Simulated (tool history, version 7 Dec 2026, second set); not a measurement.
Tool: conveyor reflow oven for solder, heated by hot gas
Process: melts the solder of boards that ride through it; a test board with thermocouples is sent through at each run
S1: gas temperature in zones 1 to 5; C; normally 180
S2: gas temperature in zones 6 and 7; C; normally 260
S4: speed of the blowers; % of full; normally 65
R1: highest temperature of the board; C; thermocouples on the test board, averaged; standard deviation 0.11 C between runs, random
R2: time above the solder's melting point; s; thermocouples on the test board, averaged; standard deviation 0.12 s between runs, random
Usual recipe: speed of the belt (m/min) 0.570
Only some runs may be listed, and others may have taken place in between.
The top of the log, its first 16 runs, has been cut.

run 17 hour=964.6 | S1=180 S2=257 speed_of_the_belt_(m/min)=0.570 S4=65 | R1=244.4 R2=60.0
run 18 hour=1044.2 | S1=180 S2=257 speed_of_the_belt_(m/min)=0.570 S4=65 | R1=244.4 R2=59.8
run 19 hour=1093.5 | S1=180 S2=257 speed_of_the_belt_(m/min)=0.570 S4=65 | R1=244.2 R2=59.6
run 20 hour=1133.2 | S1=174 S2=257 speed_of_the_belt_(m/min)=0.499 S4=65 | R1=246.4 R2=69.3
run 21 hour=1206.4 | S1=174 S2=257 speed_of_the_belt_(m/min)=0.499 S4=65 | R1=246.3 R2=69.1
run 22 hour=1278.8 | S1=174 S2=257 speed_of_the_belt_(m/min)=0.499 S4=65 | R1=245.6 R2=69.0
run 23 hour=1358.9 | S1=174 S2=257 speed_of_the_belt_(m/min)=0.499 S4=65 | R1=245.7 R2=68.5
-- hour=1399.5 flux residue cleaned out of gas plates and filters
run 24 hour=1409.9 | S1=180 S2=260 speed_of_the_belt_(m/min)=0.570 S4=62 | R1=246.8 R2=62.3
run 25 hour=1451.0 | S1=180 S2=260 speed_of_the_belt_(m/min)=0.609 S4=73 | R1=246.8 R2=58.6
run 26 hour=1532.1 | S1=180 S2=260 speed_of_the_belt_(m/min)=0.675 S4=73 | R1=243.5 R2=49.1
run 27 hour=1606.0 | S1=180 S2=260 speed_of_the_belt_(m/min)=0.675 S4=73 | R1=243.5 R2=48.8
run 28 hour=1664.3 | S1=180 S2=260 speed_of_the_belt_(m/min)=0.675 S4=73 | R1=243.3 R2=48.5
run 29 hour=1707.8 | S1=187 S2=259 speed_of_the_belt_(m/min)=0.583 S4=81 | R1=248.5 R2=66.6
run 30 hour=1787.6 | S1=191 S2=260 speed_of_the_belt_(m/min)=0.563 S4=65 | R1=248.4 R2=70.7

Branching from run 30: 4 alternative next runs. What would each branch give?
-- hour=1804.7 belt drive overhauled, speed set with a stopwatch
run A hour=1868.2 | S1=173 S2=260 speed_of_the_belt_(m/min)=0.520 S4=65 | R1=? R2=?
-- hour=1804.7 belt drive overhauled, speed set with a stopwatch
run B hour=1868.2 | S1=180 S2=254 speed_of_the_belt_(m/min)=0.570 S4=65 | R1=? R2=?
-- hour=1804.7 belt drive overhauled, speed set with a stopwatch
run C hour=1868.2 | S1=183 S2=260 speed_of_the_belt_(m/min)=0.673 S4=60 | R1=? R2=?
-- hour=1804.7 belt drive overhauled, speed set with a stopwatch
run D hour=1868.2 | S1=180 S2=260 speed_of_the_belt_(m/min)=0.570 S4=67 | R1=? R2=?

run=A R1=246.8 R2=64.9
run=B R1=240.1 R2=54.7
run=C R1=239.8 R2=44.4
run=D R1=245.7 R2=60.5
Without the tool's unlogged condition, the same runs would have read:
run=A R1=248.9 R2=67.3
run=B R1=242.1 R2=57.5
run=C R1=242.1 R2=47.3
run=D R1=247.8 R2=62.9

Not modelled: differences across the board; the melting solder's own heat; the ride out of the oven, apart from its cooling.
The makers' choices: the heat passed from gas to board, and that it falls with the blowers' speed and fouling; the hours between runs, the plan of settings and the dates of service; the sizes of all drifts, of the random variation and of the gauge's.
